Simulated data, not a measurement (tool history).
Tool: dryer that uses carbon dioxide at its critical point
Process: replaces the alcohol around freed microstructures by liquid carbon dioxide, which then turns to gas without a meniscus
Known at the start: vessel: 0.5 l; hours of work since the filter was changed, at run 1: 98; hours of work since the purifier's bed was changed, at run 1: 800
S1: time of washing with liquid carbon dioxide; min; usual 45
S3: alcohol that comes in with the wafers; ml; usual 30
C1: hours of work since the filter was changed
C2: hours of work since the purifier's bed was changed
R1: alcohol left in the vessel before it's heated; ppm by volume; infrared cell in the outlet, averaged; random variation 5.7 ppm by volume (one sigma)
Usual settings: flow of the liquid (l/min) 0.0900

{"run": 1, "day": 0.0, "S1": 45, "flow of the liquid (l/min)": 0.09, "S3": 30, "C1": 98, "C2": 800, "R1": 264}
{"run": 2, "day": 1.446, "S1": 45, "flow of the liquid (l/min)": 0.09, "S3": 30, "C1": 113, "C2": 816, "R1": 260}
{"run": 3, "day": 2.362, "S1": 45, "flow of the liquid (l/min)": 0.09, "S3": 30, "C1": 123, "C2": 826, "R1": 284}
{"run": 4, "day": 3.888, "S1": 45, "flow of the liquid (l/min)": 0.09, "S3": 30, "C1": 139, "C2": 842, "R1": 296}
{"run": 5, "day": 6.121, "S1": 45, "flow of the liquid (l/min)": 0.09, "S3": 30, "C1": 163, "C2": 866, "R1": 313}
{"run": 6, "day": 8.338, "S1": 45, "flow of the liquid (l/min)": 0.09, "S3": 30, "C1": 187, "C2": 890, "R1": 322}
{"run": 7, "day": 10.596, "S1": 45, "flow of the liquid (l/min)": 0.09, "S3": 30, "C1": 211, "C2": 914, "R1": 354}
{"run": 8, "day": 11.592, "S1": 45, "flow of the liquid (l/min)": 0.09, "S3": 30, "C1": 222, "C2": 925, "R1": 349}
{"run": 9, "day": 13.788, "S1": 45, "flow of the liquid (l/min)": 0.09, "S3": 30, "C1": 245, "C2": 948, "R1": 391}
{"run": 10, "day": 15.179, "S1": 45, "flow of the liquid (l/min)": 0.09, "S3": 30, "C1": 260, "C2": 963, "R1": 389}
{"run": 11, "day": 16.529, "S1": 45, "flow of the liquid (l/min)": 0.09, "S3": 30, "C1": 275, "C2": 977, "R1": 405}
{"run": 12, "day": 17.692, "S1": 45, "flow of the liquid (l/min)": 0.069, "S3": 30, "C1": 287, "C2": 990, "R1": 1251}
{"run": 13, "day": 18.717, "S1": 41, "flow of the liquid (l/min)": 0.09, "S3": 70, "C1": 298, "C2": 1001, "R1": 1453}
{"run": 14, "day": 19.788, "S1": 45, "flow of the liquid (l/min)": 0.0579, "S3": 30, "C1": 310, "C2": 1012, "R1": 2311}
{"run": 15, "day": 20.825, "S1": 33, "flow of the liquid (l/min)": 0.1116, "S3": 23, "C1": 321, "C2": 1023, "R1": 559}
{"run": 16, "day": 22.446, "S1": 33, "flow of the liquid (l/min)": 0.1116, "S3": 23, "C1": 338, "C2": 1041, "R1": 613}
{"run": 17, "day": 24.408, "S1": 33, "flow of the liquid (l/min)": 0.1116, "S3": 23, "C1": 359, "C2": 1062, "R1": 616}
{"day": 25.262, "done": "inlet filter changed"}
{"run": 18, "day": 25.592, "S1": 38, "flow of the liquid (l/min)": 0.1146, "S3": 25, "C1": 4, "C2": 1074, "R1": 144}
{"run": 19, "day": 27.479, "S1": 38, "flow of the liquid (l/min)": 0.0996, "S3": 101, "C1": 24, "C2": 1094, "R1": 974}
{"run": 20, "day": 28.433, "S1": 30, "flow of the liquid (l/min)": 0.0731, "S3": 41, "C1": 34, "C2": 1105, "R1": 3604}

4 ways to go on from here, each from the tool as it stands after run 20. What would each give?
{"run": "A", "day": 30.425, "S1": 30, "flow of the liquid (l/min)": 0.1336, "S3": 44, "C1": 55, "C2": 1126, "R1": "?"}
{"run": "B", "day": 30.425, "S1": 58, "flow of the liquid (l/min)": 0.09, "S3": 117, "C1": 55, "C2": 1126, "R1": "?"}
{"run": "C", "day": 30.425, "S1": 30, "flow of the liquid (l/min)": 0.0946, "S3": 41, "C1": 55, "C2": 1126, "R1": "?"}
{"run": "D", "day": 30.425, "S1": 45, "flow of the liquid (l/min)": 0.09, "S3": 26, "C1": 55, "C2": 1126, "R1": "?"}

run=A R1=372
run=B R1=212
run=C R1=1554
run=D R1=224
Without the tool's hidden state the same runs would have given:
run=A R1=282
run=B R1=139
run=C R1=1348
run=D R1=154
